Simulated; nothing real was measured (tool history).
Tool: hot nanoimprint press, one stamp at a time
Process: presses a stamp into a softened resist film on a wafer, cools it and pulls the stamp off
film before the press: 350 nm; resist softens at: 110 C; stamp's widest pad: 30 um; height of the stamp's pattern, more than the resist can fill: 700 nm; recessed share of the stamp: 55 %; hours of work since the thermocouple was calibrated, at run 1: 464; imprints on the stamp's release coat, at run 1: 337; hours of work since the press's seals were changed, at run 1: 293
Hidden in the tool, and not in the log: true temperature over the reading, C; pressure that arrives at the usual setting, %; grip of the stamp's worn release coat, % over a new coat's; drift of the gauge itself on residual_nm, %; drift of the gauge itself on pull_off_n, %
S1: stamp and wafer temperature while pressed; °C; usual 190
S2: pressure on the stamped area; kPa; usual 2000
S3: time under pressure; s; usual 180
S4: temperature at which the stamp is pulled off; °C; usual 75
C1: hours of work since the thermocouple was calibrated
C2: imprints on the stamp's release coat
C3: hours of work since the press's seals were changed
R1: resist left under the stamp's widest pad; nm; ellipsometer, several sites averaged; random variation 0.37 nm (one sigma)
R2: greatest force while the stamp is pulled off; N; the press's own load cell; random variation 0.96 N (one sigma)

run	hour	S1	S2	S3	S4	C1	C2	C3	R1	R2
1	0.0	190	2000	180	75	464	337	293	173.1	124.3
2	17.5	190	2000	180	75	472	384	301	173.6	125.7
3	40.0	190	2000	180	75	482	445	311	173.5	126.7
4	54.8	190	2000	180	76	489	485	317	173.0	124.1
5	74.1	190	2000	180	76	497	537	326	172.6	124.2
6	102.7	188	2000	180	75	510	614	339	185.6	129.6
7	132.4	188	2000	180	75	523	694	352	185.1	132.7
# hour 140.8: plate thermocouple calibrated
8	160.5	188	2000	180	75	9	762	363	196.9	138.3
# hour 172.9: stamp cleaned and given a new release coat
9	194.3	188	2000	180	75	21	58	376	196.8	124.1
10	211.0	180	2000	180	68	29	103	383	252.4	146.1
11	236.0	180	2000	180	68	40	170	394	252.4	145.7
12	257.5	178	2000	101	82	50	228	404	294.3	104.2
13	283.4	186	2000	101	71	61	298	415	246.2	139.7
14	300.2	186	2000	101	71	69	343	423	246.8	140.4
15	321.1	179	2000	130	72	78	400	432	276.1	139.8
16	340.0	181	1510	99	61	86	451	441	291.9	178.4
17	362.7	181	1510	99	61	97	512	451	291.9	178.9

Forecast each of these 4 alternatives for the next run:
A	393.5	193	1510	99	76	110	595	465	?	?
B	393.5	196	1950	99	64	110	595	465	?	?
C	393.5	200	1720	199	61	110	595	465	?	?
D	393.5	199	2000	263	66	110	595	465	?	?

run	R1	R2
A	221.4	131.7
B	186.0	172.0
C	129.6	181.7
D	112.2	165.7
Without the tool's hidden state the same runs would have given:
run	R1	R2
A	221.7	118.0
B	185.6	153.8
C	129.4	162.5
D	111.8	148.2

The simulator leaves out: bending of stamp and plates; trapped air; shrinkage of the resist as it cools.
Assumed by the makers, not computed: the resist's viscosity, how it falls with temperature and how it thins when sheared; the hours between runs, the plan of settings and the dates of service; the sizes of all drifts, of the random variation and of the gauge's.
